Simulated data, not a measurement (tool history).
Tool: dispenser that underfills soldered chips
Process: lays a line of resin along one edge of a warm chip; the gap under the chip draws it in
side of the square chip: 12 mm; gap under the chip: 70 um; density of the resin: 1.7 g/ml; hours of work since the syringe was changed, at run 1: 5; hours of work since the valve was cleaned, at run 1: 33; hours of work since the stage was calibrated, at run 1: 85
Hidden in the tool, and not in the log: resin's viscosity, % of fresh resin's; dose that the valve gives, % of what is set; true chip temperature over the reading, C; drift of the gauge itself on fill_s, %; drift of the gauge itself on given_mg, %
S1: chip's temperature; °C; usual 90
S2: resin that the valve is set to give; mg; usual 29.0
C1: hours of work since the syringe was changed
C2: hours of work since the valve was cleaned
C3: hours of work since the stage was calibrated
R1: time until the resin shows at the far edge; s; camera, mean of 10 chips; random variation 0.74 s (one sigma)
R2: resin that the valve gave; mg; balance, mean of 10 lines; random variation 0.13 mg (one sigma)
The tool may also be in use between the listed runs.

run,hour,S1,S2,C1,C2,C3,R1,R2
1,0.0,90,29.0,5,33,85,82.7,28.51
# hour 1.5: new syringe of resin
2,6.8,90,29.0,3,37,89,79.3,28.23
# hour 10.6: new syringe of resin
# hour 13.9: dispensing valve cleaned and set on the balance
# hour 20.5: new syringe of resin
3,24.1,90,29.0,2,6,99,72.3,29.13
# hour 29.4: new syringe of resin
4,34.7,90,29.0,3,13,106,76.4,28.65
# hour 38.2: new syringe of resin
5,46.2,90,29.0,5,20,113,83.1,28.45
# hour 47.3: new syringe of resin
# hour 56.1: new syringe of resin
6,56.1,91,29.0,0,26,119,63.9,28.56
# hour 65.2: new syringe of resin
7,67.7,98,29.0,2,34,127,54.0,28.35
# hour 74.6: new syringe of resin
# hour 79.8: dispensing valve cleaned and set on the balance
8,79.8,98,29.0,3,0,133,57.3,28.85
# hour 84.9: new syringe of resin
# hour 93.7: new syringe of resin
9,93.8,90,29.0,0,9,142,66.0,28.83
# hour 103.1: new syringe of resin
10,103.1,90,29.0,0,15,148,66.2,28.68
# hour 112.1: new syringe of resin
11,112.1,90,29.0,0,20,154,67.2,28.49
# hour 121.2: new syringe of resin
12,123.0,90,31.7,1,27,161,69.6,31.01
# hour 130.9: new syringe of resin
13,133.2,90,31.0,2,34,167,70.2,30.01
# hour 139.9: new syringe of resin
# hour 146.1: dispensing valve cleaned and set on the balance
14,149.1,90,31.0,5,2,176,81.3,31.04
# hour 150.3: new syringe of resin
# hour 160.1: new syringe of resin
15,160.3,90,31.0,0,9,183,66.3,30.69
# hour 168.8: new syringe of resin
16,170.1,90,31.0,1,15,190,67.9,30.49
17,176.9,90,31.0,5,19,194,82.2,30.51
# hour 178.3: new syringe of resin
# hour 187.2: new syringe of resin
18,192.5,90,27.3,3,29,204,76.2,26.74
# hour 196.4: new syringe of resin
19,202.4,82,26.0,4,35,210,106.4,25.52
# hour 205.9: new syringe of resin
# hour 211.8: dispensing valve cleaned and set on the balance
# hour 215.8: new syringe of resin
20,215.8,91,25.1,0,2,218,66.2,25.02
21,224.1,91,25.1,5,8,223,81.0,25.06
# hour 225.2: new syringe of resin
# hour 234.3: new syringe of resin
22,235.2,79,30.3,1,15,230,99.2,29.96
# hour 243.2: new syringe of resin
23,248.6,79,30.3,3,23,238,113.4,30.17
# hour 252.2: new syringe of resin
# hour 261.5: new syringe of resin
24,261.5,78,30.4,0,31,246,101.0,29.66
# hour 271.6: new syringe of resin
# hour 277.4: dispensing valve cleaned and set on the balance
25,278.5,78,30.4,4,1,256,118.4,30.52
# hour 281.9: new syringe of resin
# hour 291.1: new syringe of resin
26,291.1,105,34.4,0,9,264,38.8,34.13
27,298.6,101,31.8,5,13,269,55.2,31.24
# hour 300.0: new syringe of resin
# hour 309.9: new syringe of resin
28,312.7,83,29.0,2,22,278,93.8,28.50
# hour 319.1: new syringe of resin
29,322.2,96,28.8,2,28,284,56.5,28.21
# hour 328.7: new syringe of resin
30,334.2,95,27.7,4,36,291,61.5,26.90
# hour 338.1: new syringe of resin
# hour 344.0: dispensing valve cleaned and set on the balance
# hour 348.2: new syringe of resin
31,349.1,104,32.5,1,3,300,42.3,32.54
32,355.8,94,32.6,5,7,304,68.4,32.41

Hidden state or all else? Some run-to-run changes of R1, split into what the settings, what came in and random variation would give without the hidden state, and what is left for the hidden state (with any gauge scatter that isn't in both results):
Run 5 -> 6: S1 90 -> 91, new syringe of resin, new syringe of resin. R1 -19.2 s: hidden state -17.5, all else -1.7.
Run 19 -> 20: S1 82 -> 91, S2 26.0 -> 25.1, new syringe of resin, dispensing valve cleaned and set on the balance, new syringe of resin. R1 -40.2 s: hidden state -15.7, all else -24.5.
Run 20 -> 21: no setting changed, nothing entered. R1 +14.8 s: hidden state +16.5, all else -1.7.
Run 23 -> 24: S1 79 -> 78, S2 30.3 -> 30.4, new syringe of resin, new syringe of resin. R1 -12.4 s: hidden state -16.9, all else +4.5.
Run 25 -> 26: S1 78 -> 105, S2 30.4 -> 34.4, new syringe of resin, new syringe of resin. R1 -79.6 s: hidden state -15.7, all else -63.9.
Run 27 -> 28: S1 101 -> 83, S2 31.8 -> 29.0, new syringe of resin, new syringe of resin. R1 +38.6 s: hidden state -2.3, all else +40.9.
